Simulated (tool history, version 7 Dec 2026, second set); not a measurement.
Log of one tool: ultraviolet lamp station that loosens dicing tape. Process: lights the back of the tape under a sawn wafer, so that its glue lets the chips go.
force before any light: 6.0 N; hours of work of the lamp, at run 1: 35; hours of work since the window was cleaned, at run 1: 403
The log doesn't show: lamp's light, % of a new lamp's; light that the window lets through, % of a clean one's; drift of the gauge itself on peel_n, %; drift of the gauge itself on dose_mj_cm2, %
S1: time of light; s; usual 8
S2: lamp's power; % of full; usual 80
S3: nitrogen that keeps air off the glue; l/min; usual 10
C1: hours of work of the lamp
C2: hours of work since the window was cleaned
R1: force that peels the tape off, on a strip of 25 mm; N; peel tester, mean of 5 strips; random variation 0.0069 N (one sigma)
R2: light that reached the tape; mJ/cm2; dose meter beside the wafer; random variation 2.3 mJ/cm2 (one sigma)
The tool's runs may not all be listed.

run 1 hour=0.0 | S1=8 S2=80 S3=10 | C1=35 C2=403 | R1=0.278 R2=209
run 2 hour=5.8 | S1=8 S2=80 S3=10 | C1=38 C2=406 | R1=0.289 R2=211
run 3 hour=17.4 | S1=8 S2=80 S3=10 | C1=44 C2=412 | R1=0.271 R2=216
run 4 hour=28.8 | S1=8 S2=80 S3=10 | C1=50 C2=418 | R1=0.279 R2=216
run 5 hour=36.6 | S1=8 S2=80 S3=10 | C1=55 C2=422 | R1=0.287 R2=213
run 6 hour=48.6 | S1=8 S2=81 S3=10 | C1=61 C2=429 | R1=0.291 R2=215
run 7 hour=58.8 | S1=15 S2=80 S3=10 | C1=67 C2=434 | R1=0.058 R2=392
run 8 hour=68.5 | S1=15 S2=80 S3=10 | C1=72 C2=440 | R1=0.066 R2=391
run 9 hour=77.3 | S1=8 S2=80 S3=10 | C1=77 C2=444 | R1=0.287 R2=212
run 10 hour=86.2 | S1=8 S2=80 S3=10 | C1=81 C2=449 | R1=0.294 R2=208
run 11 hour=93.5 | S1=8 S2=80 S3=10 | C1=85 C2=453 | R1=0.298 R2=208
run 12 hour=102.5 | S1=8 S2=80 S3=10 | C1=90 C2=458 | R1=0.283 R2=206
run 13 hour=116.5 | S1=5 S2=79 S3=8 | C1=98 C2=465 | R1=0.988 R2=131
run 14 hour=122.5 | S1=15 S2=84 S3=5 | C1=101 C2=469 | R1=0.100 R2=401
run 15 hour=135.5 | S1=15 S2=84 S3=5 | C1=108 C2=476 | R1=0.096 R2=408
run 16 hour=141.7 | S1=5 S2=95 S3=10 | C1=111 C2=479 | R1=0.623 R2=155
run 17 hour=151.3 | S1=11 S2=77 S3=18 | C1=117 C2=484 | R1=0.105 R2=272
run 18 hour=158.7 | S1=8 S2=98 S3=6 | C1=121 C2=488 | R1=0.280 R2=251
run 19 hour=168.4 | S1=8 S2=99 S3=5 | C1=126 C2=494 | R1=0.342 R2=254
run 20 hour=175.5 | S1=8 S2=83 S3=15 | C1=130 C2=497 | R1=0.213 R2=209
run 21 hour=182.6 | S1=8 S2=83 S3=15 | C1=133 C2=501 | R1=0.199 R2=210
run 22 hour=189.5 | S1=8 S2=96 S3=6 | C1=137 C2=505 | R1=0.308 R2=244
run 23 hour=203.3 | S1=12 S2=96 S3=10 | C1=145 C2=512 | R1=0.074 R2=364
run 24 hour=214.0 | S1=12 S2=96 S3=10 | C1=150 C2=518 | R1=0.082 R2=369

4 ways to go on from here, each from the tool as it stands after run 24. What would each give?
run A hour=220.2 | S1=12 S2=91 S3=12 | C1=154 C2=522 | R1=? R2=?
run B hour=220.2 | S1=7 S2=81 S3=4 | C1=154 C2=522 | R1=? R2=?
run C hour=220.2 | S1=15 S2=96 S3=11 | C1=154 C2=522 | R1=? R2=?
run D hour=220.2 | S1=8 S2=75 S3=10 | C1=154 C2=522 | R1=? R2=?

run=A R1=0.075 R2=349
run=B R1=0.894 R2=178
run=C R1=0.057 R2=448
run=D R1=0.378 R2=189
Without the tool's hidden state the same runs would have given:
run=A R1=0.065 R2=390
run=B R1=0.716 R2=199
run=C R1=0.054 R2=502
run=D R1=0.283 R2=211

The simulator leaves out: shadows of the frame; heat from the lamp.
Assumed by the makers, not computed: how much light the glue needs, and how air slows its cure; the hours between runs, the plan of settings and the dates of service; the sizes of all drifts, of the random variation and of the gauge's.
